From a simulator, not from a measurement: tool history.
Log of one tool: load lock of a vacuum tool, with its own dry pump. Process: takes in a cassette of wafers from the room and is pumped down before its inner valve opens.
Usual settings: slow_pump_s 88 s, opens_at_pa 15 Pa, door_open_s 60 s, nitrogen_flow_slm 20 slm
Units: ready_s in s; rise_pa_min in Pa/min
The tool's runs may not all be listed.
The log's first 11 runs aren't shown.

| run | hour | slow_pump_s | opens_at_pa | door_open_s | nitrogen_flow_slm | incoming humidity of the room's air, % | ready_s | rise_pa_min |
|---|---|---|---|---|---|---|---|---|
| 12 | 1128.2 | 88 | 15 | 82 | 20 | 44.2 | 128.9 | 0.023 |
| 13 | 1272.8 | 88 | 15 | 60 | 20 | 44.3 | 128.9 | 0.012 |
| 14 | 1367.5 | 88 | 15 | 60 | 20 | 45.4 | 128.8 | 0.020 |
| 15 | 1464.5 | 88 | 15 | 60 | 20 | 46.3 | 129.0 | 0.018 |
| 16 | 1609.5 | 88 | 15 | 60 | 20 | 43.2 | 129.2 | 0.016 |
| 17 | 1771.4 | 88 | 27 | 60 | 20 | 46.0 | 125.2 | 0.023 |
| 18 | 1844.0 | 88 | 27 | 60 | 20 | 45.9 | 125.7 | 0.016 |
| 19 | 2004.8 | 88 | 15 | 174 | 20 | 44.8 | 129.7 | 0.032 |
| 20 | 2144.2 | 88 | 10 | 174 | 10 | 43.0 | 131.4 | 0.043 |
| 21 | 2245.2 | 88 | 22 | 60 | 10 | 42.6 | 127.0 | 0.019 |
| 22 | 2395.0 | 129 | 12 | 60 | 10 | 40.1 | 164.4 | 0.024 |
| 23 | 2549.9 | 129 | 12 | 60 | 10 | 43.6 | 166.1 | 0.021 |
| 24 | 2703.9 | 129 | 12 | 60 | 10 | 49.0 | 165.8 | 0.025 |
| 25 | 2814.0 | 129 | 12 | 60 | 10 | 46.0 | 166.1 | 0.027 |
| 26 | 2888.5 | 129 | 12 | 60 | 10 | 46.5 | 166.1 | 0.027 |
| 27 | 3037.9 | 74 | 26 | 89 | 6 | 44.7 | 114.0 | 0.032 |
| 28 | 3105.3 | 74 | 26 | 89 | 6 | 45.2 | 113.0 | 0.035 |
| 29 | 3201.7 | 66 | 26 | 89 | 6 | 42.7 | 106.8 | 0.035 |
| 30 | 3341.8 | 88 | 15 | 26 | 20 | 47.4 | 128.2 | 0.013 |
| 31 | 3489.7 | 107 | 21 | 26 | 20 | 45.1 | 143.8 | 0.010 |
| 32 | 3613.6 | 155 | 28 | 46 | 7 | 45.6 | 181.7 | 0.022 |
| 33 | 3704.5 | 155 | 28 | 46 | 7 | 45.4 | 181.7 | 0.017 |
| 34 | 3813.4 | 155 | 12 | 46 | 30 | 48.0 | 188.1 | 0.014 |

4 ways to go on from here, each from the tool as it stands after run 34. What would each give?
| A | 3960.0 | 88 | 19 | 60 | 7 | 44.3 | ? | ? |
| B | 3960.0 | 79 | 14 | 46 | 23 | 41.9 | ? | ? |
| C | 3960.0 | 88 | 11 | 228 | 20 | 47.5 | ? | ? |
| D | 3960.0 | 88 | 15 | 27 | 20 | 46.8 | ? | ? |

| run | ready_s | rise_pa_min |
|---|---|---|
| A | 126.3 | 0.034 |
| B | 121.6 | 0.018 |
| C | 129.7 | 0.039 |
| D | 128.5 | 0.012 |
Without the tool's hidden state the same runs would have given:
| run | ready_s | rise_pa_min |
|---|---|---|
| A | 126.3 | 0.033 |
| B | 121.6 | 0.018 |
| C | 129.7 | 0.039 |
| D | 128.5 | 0.011 |

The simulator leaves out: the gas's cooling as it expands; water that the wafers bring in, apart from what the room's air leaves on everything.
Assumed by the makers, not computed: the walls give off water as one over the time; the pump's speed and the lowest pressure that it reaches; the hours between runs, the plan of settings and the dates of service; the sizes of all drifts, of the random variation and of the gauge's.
